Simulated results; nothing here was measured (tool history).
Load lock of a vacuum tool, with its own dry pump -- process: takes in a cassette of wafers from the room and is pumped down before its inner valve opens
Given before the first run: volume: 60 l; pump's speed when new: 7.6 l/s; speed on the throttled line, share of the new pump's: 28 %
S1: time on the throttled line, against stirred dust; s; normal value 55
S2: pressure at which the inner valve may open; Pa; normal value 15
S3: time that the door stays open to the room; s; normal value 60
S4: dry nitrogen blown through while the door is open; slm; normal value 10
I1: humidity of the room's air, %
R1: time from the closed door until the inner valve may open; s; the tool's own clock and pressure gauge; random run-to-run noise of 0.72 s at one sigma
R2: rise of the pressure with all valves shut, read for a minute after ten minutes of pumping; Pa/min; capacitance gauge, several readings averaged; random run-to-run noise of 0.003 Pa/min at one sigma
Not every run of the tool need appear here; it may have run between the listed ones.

run 1 hour=0 | S1=55 S2=15 S3=60 S4=10 | I1=46.5 | R1=123.9 R2=0.049
run 2 hour=639.8 | S1=55 S2=11 S3=60 S4=10 | I1=45.2 | R1=127 R2=0.056
run 3 hour=1140 | S1=55 S2=15 S3=60 S4=10 | I1=43.5 | R1=126.5 R2=0.069
run 4 hour=1794.6 | S1=55 S2=15 S3=60 S4=10 | I1=45.8 | R1=129.1 R2=0.089
run 5 hour=2286.6 | S1=55 S2=15 S3=60 S4=12 | I1=43.8 | R1=128.9 R2=0.103
run 6 hour=2957.1 | S1=46 S2=15 S3=60 S4=10 | I1=48.4 | R1=125 R2=0.144
-- hour=3154.6 dry pump taken out, an overhauled one fitted
run 7 hour=3307.5 | S1=46 S2=15 S3=60 S4=10 | I1=44.4 | R1=102.1 R2=0.157
run 8 hour=3960.2 | S1=55 S2=11 S3=60 S4=10 | I1=47.1 | R1=111.6 R2=0.185
run 9 hour=4279.2 | S1=55 S2=11 S3=60 S4=10 | I1=45.2 | R1=115.6 R2=0.207
run 10 hour=4831 | S1=36 S2=11 S3=60 S4=10 | I1=44.4 | R1=100.3 R2=0.232
run 11 hour=5217.9 | S1=36 S2=11 S3=60 S4=10 | I1=45.9 | R1=101 R2=0.244
run 12 hour=5731.2 | S1=36 S2=11 S3=60 S4=10 | I1=46.5 | R1=102.3 R2=0.289
run 13 hour=6319.2 | S1=33 S2=15 S3=60 S4=10 | I1=43.2 | R1=99.4 R2=0.323
run 14 hour=6931.4 | S1=33 S2=15 S3=60 S4=10 | I1=44.9 | R1=100.9 R2=0.368
run 15 hour=7556.4 | S1=33 S2=15 S3=60 S4=10 | I1=45.3 | R1=102.8 R2=0.407
run 16 hour=7945.7 | S1=55 S2=15 S3=60 S4=41 | I1=45.5 | R1=117.1 R2=0.432
run 17 hour=8236 | S1=55 S2=15 S3=60 S4=41 | I1=45.5 | R1=119.3 R2=0.442
run 18 hour=8840.6 | S1=55 S2=19 S3=60 S4=37 | I1=44.6 | R1=116.6 R2=0.513
run 19 hour=9159.4 | S1=106 S2=21 S3=165 S4=26 | I1=45 | R1=150.7 R2=0.557
run 20 hour=9628.1 | S1=60 S2=19 S3=29 S4=10 | I1=47.2 | R1=122.7 R2=0.571
run 21 hour=9983.3 | S1=60 S2=19 S3=29 S4=10 | I1=48 | R1=122.2 R2=0.607
run 22 hour=10304.3 | S1=60 S2=22 S3=29 S4=4 | I1=45.1 | R1=121.4 R2=0.65
run 23 hour=10915.2 | S1=29 S2=20 S3=65 S4=13 | I1=43.6 | R1=102.6 R2=0.698
run 24 hour=11270.8 | S1=55 S2=28 S3=60 S4=10 | I1=46.4 | R1=116.1 R2=0.753
-- hour=11375.8 door's seal changed, seat wiped
run 25 hour=11879.4 | S1=55 S2=28 S3=33 S4=19 | I1=45.4 | R1=118.1 R2=0.04
run 26 hour=12265.6 | S1=55 S2=28 S3=104 S4=20 | I1=47.1 | R1=118.9 R2=0.064
run 27 hour=12920.5 | S1=55 S2=28 S3=104 S4=20 | I1=42.8 | R1=121.9 R2=0.075
-- hour=13230.3 dry pump taken out, an overhauled one fitted
run 28 hour=13310.3 | S1=55 S2=30 S3=60 S4=39 | I1=45.7 | R1=103.6 R2=0.072
run 29 hour=13968.7 | S1=70 S2=13 S3=88 S4=10 | I1=41.3 | R1=123.2 R2=0.113
run 30 hour=14546.6 | S1=55 S2=26 S3=60 S4=39 | I1=43.8 | R1=106.9 R2=0.122
run 31 hour=14967.8 | S1=55 S2=26 S3=178 S4=39 | I1=47.1 | R1=109.5 R2=0.149
run 32 hour=15627.7 | S1=55 S2=26 S3=178 S4=7 | I1=40.5 | R1=109.9 R2=0.201
run 33 hour=15942.7 | S1=55 S2=28 S3=60 S4=4 | I1=47.2 | R1=108.6 R2=0.204
run 34 hour=16263.6 | S1=70 S2=28 S3=60 S4=4 | I1=44.8 | R1=119.5 R2=0.225

Here are 4 independent what-if runs from the current tool condition. What would each one return?
run A hour=16887.6 | S1=57 S2=28 S3=26 S4=27 | I1=46.2 | R1=? R2=?
run B hour=16887.6 | S1=40 S2=28 S3=60 S4=36 | I1=43.7 | R1=? R2=?
run C hour=16887.6 | S1=55 S2=15 S3=130 S4=10 | I1=45.8 | R1=? R2=?
run D hour=16887.6 | S1=29 S2=28 S3=115 S4=4 | I1=43.4 | R1=? R2=?

run=A R1=112 R2=0.234
run=B R1=100.2 R2=0.236
run=C R1=116.4 R2=0.266
run=D R1=92.8 R2=0.271
What these runs would have given with no unlogged condition in the tool:
run=A R1=106.6 R2=0.022
run=B R1=94.1 R2=0.024
run=C R1=110.1 R2=0.053
run=D R1=86.5 R2=0.058
